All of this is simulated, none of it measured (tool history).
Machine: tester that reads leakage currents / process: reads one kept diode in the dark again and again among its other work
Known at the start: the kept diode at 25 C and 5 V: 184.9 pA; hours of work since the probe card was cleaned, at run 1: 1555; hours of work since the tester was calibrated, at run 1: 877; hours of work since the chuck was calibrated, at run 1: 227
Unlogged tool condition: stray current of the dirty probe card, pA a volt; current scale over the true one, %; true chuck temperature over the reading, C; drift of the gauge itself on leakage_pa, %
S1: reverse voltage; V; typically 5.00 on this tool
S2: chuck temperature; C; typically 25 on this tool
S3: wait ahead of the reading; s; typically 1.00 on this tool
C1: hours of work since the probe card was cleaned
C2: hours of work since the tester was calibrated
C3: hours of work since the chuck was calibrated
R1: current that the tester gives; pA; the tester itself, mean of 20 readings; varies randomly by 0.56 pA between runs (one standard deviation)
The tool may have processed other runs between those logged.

| run | hour | S1 | S2 | S3 | C1 | C2 | C3 | R1 |
|---|---|---|---|---|---|---|---|---|
| 1 | 0.0 | 5.00 | 25 | 1.00 | 1555 | 877 | 227 | 186.78 |
| 2 | 93.8 | 5.00 | 25 | 1.00 | 1617 | 939 | 289 | 186.19 |
| 3 | 190.4 | 5.00 | 25 | 1.00 | 1681 | 1003 | 353 | 185.77 |
| 4 | 260.7 | 5.00 | 25 | 1.00 | 1728 | 1049 | 399 | 186.58 |
| 5 | 344.0 | 5.00 | 25 | 1.00 | 1783 | 1104 | 454 | 186.66 |
| 6 | 391.1 | 5.00 | 25 | 1.00 | 1814 | 1136 | 486 | 185.98 |
| 7 | 476.9 | 5.00 | 25 | 1.00 | 1871 | 1192 | 542 | 186.11 |
| 8 | 542.8 | 5.00 | 25 | 1.00 | 1915 | 1236 | 586 | 186.67 |
| 9 | 633.9 | 5.00 | 25 | 1.00 | 1975 | 1296 | 646 | 187.08 |
| 10 | 715.2 | 5.00 | 25 | 1.00 | 2029 | 1350 | 700 | 186.94 |
| 11 | 774.8 | 5.00 | 23 | 1.00 | 2068 | 1390 | 740 | 155.43 |
| 12 | 842.3 | 5.00 | 23 | 9.69 | 2113 | 1434 | 784 | 154.40 |
| 13 | 921.9 | 5.00 | 25 | 1.00 | 2165 | 1487 | 837 | 186.32 |
| 14 | 1013.4 | 5.00 | 25 | 1.00 | 2226 | 1547 | 897 | 187.40 |
| 15 | 1093.2 | 5.00 | 25 | 1.00 | 2279 | 1600 | 950 | 187.38 |
| 16 | 1160.6 | 5.00 | 25 | 1.00 | 2323 | 1645 | 995 | 187.67 |
|  | 1168.6 | probe card cleaned and baked |
| 17 | 1212.6 | 5.00 | 25 | 1.00 | 29 | 1677 | 1027 | 187.35 |
| 18 | 1271.6 | 5.00 | 25 | 1.00 | 68 | 1716 | 1066 | 185.89 |
| 19 | 1364.4 | 5.00 | 25 | 1.00 | 130 | 1778 | 1128 | 186.62 |
| 20 | 1420.7 | 5.00 | 25 | 1.00 | 167 | 1815 | 1165 | 186.05 |
| 21 | 1470.4 | 5.00 | 36 | 1.00 | 200 | 1848 | 1198 | 481.57 |
| 22 | 1516.7 | 5.00 | 21 | 0.48 | 230 | 1878 | 1228 | 131.71 |
| 23 | 1575.3 | 5.00 | 38 | 2.19 | 269 | 1917 | 1267 | 574.09 |
| 24 | 1647.5 | 5.00 | 30 | 2.19 | 317 | 1965 | 1315 | 289.22 |
| 25 | 1729.8 | 5.00 | 30 | 2.19 | 371 | 2019 | 1369 | 291.28 |
| 26 | 1790.1 | 3.63 | 23 | 2.58 | 411 | 2059 | 1409 | 131.58 |
| 27 | 1840.3 | 3.63 | 23 | 2.58 | 444 | 2093 | 1443 | 132.72 |
| 28 | 1888.9 | 3.63 | 31 | 0.59 | 477 | 2125 | 1475 | 269.88 |
| 29 | 1944.8 | 5.00 | 34 | 0.87 | 514 | 2162 | 1512 | 408.57 |
| 30 | 2036.2 | 5.00 | 34 | 0.87 | 574 | 2222 | 1572 | 408.84 |
| 31 | 2125.3 | 4.94 | 37 | 0.64 | 633 | 2281 | 1631 | 526.44 |
| 32 | 2179.4 | 4.94 | 42 | 1.21 | 669 | 2317 | 1667 | 792.38 |
| 33 | 2254.0 | 2.21 | 25 | 1.85 | 718 | 2366 | 1716 | 123.34 |
| 34 | 2345.4 | 5.00 | 30 | 3.53 | 779 | 2427 | 1777 | 288.00 |
|  | 2421.2 | chuck's temperature calibrated |
| 35 | 2435.4 | 1.66 | 48 | 0.67 | 837 | 2485 | 9 | 733.91 |
| 36 | 2516.8 | 11.15 | 21 | 4.37 | 891 | 2539 | 63 | 193.43 |
| 37 | 2574.6 | 13.07 | 22 | 5.25 | 929 | 2577 | 101 | 230.20 |
| 38 | 2671.2 | 9.24 | 57 | 0.41 | 993 | 2641 | 165 | 3461.68 |
| 39 | 2714.9 | 9.24 | 57 | 0.41 | 1022 | 2670 | 194 | 3455.90 |
| 40 | 2771.6 | 19.37 | 33 | 0.41 | 1059 | 2707 | 232 | 754.96 |

Consider 4 possible next runs. They are alternatives, not a sequence: every one starts from the tool as it was left by run 40. What does each give?
| A | 2841.3 | 19.37 | 53 | 0.42 | 1105 | 2754 | 278 | ? |
| B | 2841.3 | 5.00 | 25 | 0.93 | 1105 | 2754 | 278 | ? |
| C | 2841.3 | 5.00 | 21 | 1.00 | 1105 | 2754 | 278 | ? |
| D | 2841.3 | 2.38 | 29 | 0.41 | 1105 | 2754 | 278 | ? |

| run | R1 |
|---|---|
| A | 3721.99 |
| B | 186.62 |
| C | 129.51 |
| D | 184.26 |
Had the tool no hidden state, the same runs would have come out as:
| run | R1 |
|---|---|
| A | 3720.53 |
| B | 186.51 |
| C | 129.42 |
| D | 184.17 |
